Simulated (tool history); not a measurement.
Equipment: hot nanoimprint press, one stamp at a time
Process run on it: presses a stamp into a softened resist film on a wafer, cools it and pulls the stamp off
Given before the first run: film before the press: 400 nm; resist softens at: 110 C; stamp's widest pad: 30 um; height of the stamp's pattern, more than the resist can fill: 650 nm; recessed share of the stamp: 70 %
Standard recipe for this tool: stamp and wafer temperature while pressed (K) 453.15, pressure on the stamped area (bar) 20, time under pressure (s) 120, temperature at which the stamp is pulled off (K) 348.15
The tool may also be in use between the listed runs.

run,hour,stamp and wafer temperature while pressed (K),pressure on the stamped area (bar),time under pressure (s),temperature at which the stamp is pulled off (K),resist left under the stamp's widest pad (nm),greatest force while the stamp is pulled off (N)
1,0,453.15,20,120,348.15,178,172
2,9.8,453.15,20,120,348.15,176.1,178
3,18.6,453.15,20,120,348.15,176.6,178
4,22.7,453.15,20,120,348.15,178.6,175
5,31.1,453.15,13.3,120,348.15,209.4,178
6,36.2,453.15,20,120,348.15,178.4,171
7,40.3,453.15,20,120,348.15,178.9,169
8,48,453.15,20,120,348.15,177.4,176
9,52.7,453.15,20,120,348.15,177.4,179
10,57.8,453.15,20,120,348.15,177.3,172
11,62,453.15,20,120,348.15,178.1,171
12,69.4,453.15,20,120,348.15,178.1,174
13,73.7,453.15,20,120,348.15,179.1,183
14,82.3,453.15,20,120,348.15,178.3,182
15,86.8,453.15,20,120,348.15,178.1,184
16,93.1,453.15,20,66,348.15,223,180
17,98.9,461.15,20,82,353.15,164.7,172
# hour 102.6: plate thermocouple calibrated
18,109.5,461.15,20,82,353.15,166,179
19,114.1,461.15,20,136,337.15,135.2,201
20,122.3,460.15,24.5,224,342.15,102.7,197
# hour 130.7: plate thermocouple calibrated, once more
21,133.2,451.15,15.5,224,350.15,163.3,185
22,142.1,458.15,15.5,224,344.15,132.1,184
23,148.6,455.15,27.1,120,348.15,144.3,191
24,156.8,464.15,20,67,340.15,162.8,207
25,162,464.15,20,67,340.15,163.8,204
26,166.4,464.15,20,67,341.15,163.6,206
27,171.2,441.15,20,120,348.15,250,201
28,177.4,441.15,20,120,348.15,248.2,194
29,184.9,454.15,27.3,120,342.15,150.7,210

A few steps of resist left under the stamp's widest pad (nm) between consecutive runs. Split each: what settings, incoming material and random variation would produce without the hidden state, and what is left over for the hidden state, along with gauge scatter present in only one of the two compared results (measured, and without hidden state):
What the log doesn't record here: true temperature over the reading, C; pressure that arrives at the usual setting, %; grip of the stamp's worn release coat, % over a new coat's; drift of the gauge itself on residual_nm, %; drift of the gauge itself on pull_off_n, %.
Run 17 -> 18: plate thermocouple calibrated. resist left under the stamp's widest pad (nm) +1.3: hidden state +1, all else +0.3.
Run 20 -> 21: stamp and wafer temperature while pressed (K) 460.15 -> 451.15, pressure on the stamped area (bar) 24.5 -> 15.5, temperature at which the stamp is pulled off (K) 342.15 -> 350.15, plate thermocouple calibrated, once more. resist left under the stamp's widest pad (nm) +60.6: hidden state -2.1, all else +62.7.
Run 26 -> 27: stamp and wafer temperature while pressed (K) 464.15 -> 441.15, time under pressure (s) 67 -> 120, temperature at which the stamp is pulled off (K) 341.15 -> 348.15. resist left under the stamp's widest pad (nm) +86.4: hidden state +0.2, all else +86.2.
Run 28 -> 29: stamp and wafer temperature while pressed (K) 441.15 -> 454.15, pressure on the stamped area (bar) 20 -> 27.3, temperature at which the stamp is pulled off (K) 348.15 -> 342.15. resist left under the stamp's widest pad (nm) -97.5: hidden state +0.2, all else -97.7.

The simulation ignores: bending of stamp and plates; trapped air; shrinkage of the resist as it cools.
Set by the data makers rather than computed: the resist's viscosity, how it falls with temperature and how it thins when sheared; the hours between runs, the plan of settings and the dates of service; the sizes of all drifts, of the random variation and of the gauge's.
